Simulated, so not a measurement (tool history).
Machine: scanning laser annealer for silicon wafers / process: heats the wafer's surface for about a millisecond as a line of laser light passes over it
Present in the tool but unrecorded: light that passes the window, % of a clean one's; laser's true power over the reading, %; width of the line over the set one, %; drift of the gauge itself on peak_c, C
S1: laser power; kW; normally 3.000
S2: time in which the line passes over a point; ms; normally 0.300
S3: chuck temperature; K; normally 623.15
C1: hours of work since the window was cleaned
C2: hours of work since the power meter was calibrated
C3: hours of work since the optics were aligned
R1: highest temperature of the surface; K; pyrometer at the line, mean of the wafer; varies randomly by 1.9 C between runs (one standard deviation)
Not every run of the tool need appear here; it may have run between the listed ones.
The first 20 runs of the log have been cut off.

| run | hour | S1 | S2 | S3 | C1 | C2 | C3 | R1 |
|---|---|---|---|---|---|---|---|---|
| 21 | 514.8 | 3.242 | 0.328 | 623.15 | 206 | 658 | 169 | 1448.15 |
| 22 | 547.1 | 2.945 | 0.366 | 662.15 | 225 | 677 | 188 | 1446.15 |
| 23 | 565.9 | 3.089 | 0.349 | 645.15 | 236 | 688 | 199 | 1447.15 |
| 24 | 582.0 | 3.089 | 0.349 | 645.15 | 245 | 697 | 208 | 1447.15 |
| 25 | 595.9 | 3.089 | 0.349 | 645.15 | 253 | 705 | 216 | 1449.15 |
| 26 | 610.5 | 3.089 | 0.349 | 645.15 | 262 | 714 | 225 | 1445.15 |
| 27 | 635.5 | 3.089 | 0.349 | 645.15 | 276 | 728 | 239 | 1445.15 |
| 28 | 659.3 | 3.057 | 0.280 | 625.15 | 290 | 742 | 253 | 1338.15 |
| 29 | 689.4 | 3.057 | 0.280 | 625.15 | 307 | 760 | 270 | 1335.15 |
| 30 | 717.2 | 3.057 | 0.280 | 625.15 | 324 | 776 | 287 | 1333.15 |
| 31 | 732.2 | 3.270 | 0.300 | 597.15 | 332 | 784 | 295 | 1385.15 |
| 32 | 755.9 | 3.090 | 0.268 | 606.15 | 346 | 798 | 309 | 1308.15 |
| 33 | 772.0 | 3.186 | 0.375 | 654.15 | 355 | 807 | 318 | 1505.15 |
| 34 | 795.9 | 3.000 | 0.247 | 610.15 | 369 | 821 | 332 | 1258.15 |
| 35 | 820.6 | 3.000 | 0.247 | 610.15 | 383 | 836 | 346 | 1261.15 |
| 36 | 845.3 | 3.016 | 0.253 | 628.15 | 398 | 850 | 361 | 1289.15 |
| 37 | 859.2 | 2.842 | 0.300 | 609.15 | 406 | 858 | 369 | 1283.15 |
| 38 | 888.0 | 3.002 | 0.265 | 651.15 | 423 | 875 | 386 | 1323.15 |
| 39 | 918.5 | 3.002 | 0.265 | 651.15 | 440 | 892 | 403 | 1323.15 |
| 40 | 935.8 | 3.002 | 0.265 | 651.15 | 450 | 902 | 413 | 1320.15 |

Predict each of these 5 candidate next runs independently; none follows another, all start after run 40:
| A | 959.2 | 2.731 | 0.366 | 627.15 | 464 | 916 | 427 | ? |
| B | 959.2 | 3.026 | 0.300 | 585.15 | 464 | 916 | 427 | ? |
| C | 959.2 | 2.776 | 0.281 | 589.15 | 464 | 916 | 427 | ? |
| D | 959.2 | 2.947 | 0.329 | 650.15 | 464 | 916 | 427 | ? |
| E | 959.2 | 2.571 | 0.265 | 656.15 | 464 | 916 | 427 | ? |

| run | R1 |
|---|---|
| A | 1328.15 |
| B | 1303.15 |
| C | 1217.15 |
| D | 1375.15 |
| E | 1219.15 |
Had the tool no hidden state, the same runs would have come out as:
| run | R1 |
|---|---|
| A | 1370.15 |
| B | 1347.15 |
| C | 1256.15 |
| D | 1419.15 |
| E | 1253.15 |
